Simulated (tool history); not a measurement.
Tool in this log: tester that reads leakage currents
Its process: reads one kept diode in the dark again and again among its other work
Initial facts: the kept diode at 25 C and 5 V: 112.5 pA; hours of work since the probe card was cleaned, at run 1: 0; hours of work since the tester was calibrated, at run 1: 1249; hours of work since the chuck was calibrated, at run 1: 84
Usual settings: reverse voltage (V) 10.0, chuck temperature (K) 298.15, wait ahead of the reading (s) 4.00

run,day,reverse voltage (V),chuck temperature (K),wait ahead of the reading (s),hours of work since the probe card was cleaned,hours of work since the tester was calibrated,hours of work since the chuck was calibrated,current that the tester gives (pA)
1,0.000,10.0,298.15,4.00,0,1249,84,155.36
2,10.588,10.0,298.15,4.00,148,1397,232,154.13
3,19.446,10.0,298.15,4.00,272,1521,356,149.49
4,29.000,2.2,298.15,4.00,406,1655,490,69.52
5,40.029,10.0,294.15,4.00,560,1810,644,107.70
6,47.775,5.3,298.15,4.00,669,1918,753,103.77
# day 55.358: chuck's temperature calibrated
7,57.142,5.3,302.15,4.00,799,2048,25,156.66
8,62.175,5.3,302.15,4.00,869,2118,95,154.74
9,71.321,18.5,302.15,4.00,997,2246,223,288.23
10,82.112,18.5,302.15,4.00,1148,2398,375,282.55
11,88.683,18.5,302.15,4.00,1240,2490,467,280.36
12,99.683,19.3,302.15,4.00,1394,2644,621,281.78
13,106.879,10.0,298.15,1.26,1495,2744,721,150.57
# day 116.196: chuck's temperature calibrated
14,118.083,10.0,298.15,8.30,1651,2900,26,165.93
15,127.812,10.0,331.15,4.00,1787,3036,163,1428.41
16,135.329,10.0,308.15,4.00,1892,3141,268,322.19
17,139.846,10.0,302.15,4.00,1956,3205,331,212.11
# day 146.179: tester calibrated
18,146.179,10.0,302.15,4.00,2043,0,419,211.47
19,155.812,10.0,302.15,4.00,2178,135,553,207.56
20,166.846,1.3,293.15,4.00,2332,289,708,36.76
21,173.788,1.3,293.15,4.00,2430,387,805,35.87
# day 177.321: chuck's temperature calibrated
22,181.667,1.3,293.15,4.00,2539,496,61,40.52
23,191.450,13.1,295.15,5.36,2676,633,198,157.96
24,196.538,13.1,295.15,1.20,2747,704,269,157.57
25,201.375,1.5,298.15,4.00,2815,772,337,60.34
26,208.733,2.3,316.15,4.00,2918,875,440,257.61
27,219.458,10.0,323.15,0.88,3068,1025,590,825.65
28,229.979,2.5,298.15,1.89,3215,1172,737,74.14
29,236.571,2.5,298.15,1.89,3307,1264,829,73.23
# day 238.738: chuck's temperature calibrated
30,247.521,10.0,330.15,7.81,3459,1416,123,1364.47
31,257.546,1.6,330.15,7.81,3600,1557,263,540.61
32,267.008,1.3,298.15,2.72,3732,1689,396,56.75
# day 276.950: probe card cleaned and baked
33,276.950,1.3,298.15,2.72,0,1827,533,53.08
34,287.679,1.3,298.15,2.72,150,1977,683,51.77
35,293.829,12.9,305.15,0.71,236,2063,770,270.08
# day 299.733: chuck's temperature calibrated
36,301.421,12.9,305.15,0.71,341,2168,24,298.99
37,311.383,1.1,301.15,4.00,481,2308,163,63.75

Predict each of these 4 candidate next runs independently; none follows another, all start after run 37:
A,318.142,1.1,298.15,0.98,576,2402,258,?
B,318.142,4.0,298.15,3.20,576,2402,258,?
C,318.142,10.0,303.15,4.00,576,2402,258,?
D,318.142,17.7,308.15,7.87,576,2402,258,?

run,current that the tester gives (pA)
A,50.64
B,96.10
C,219.35
D,416.84
Had the tool no hidden state, the same runs would have come out as:
run,current that the tester gives (pA)
A,53.47
B,100.87
C,229.59
D,436.02
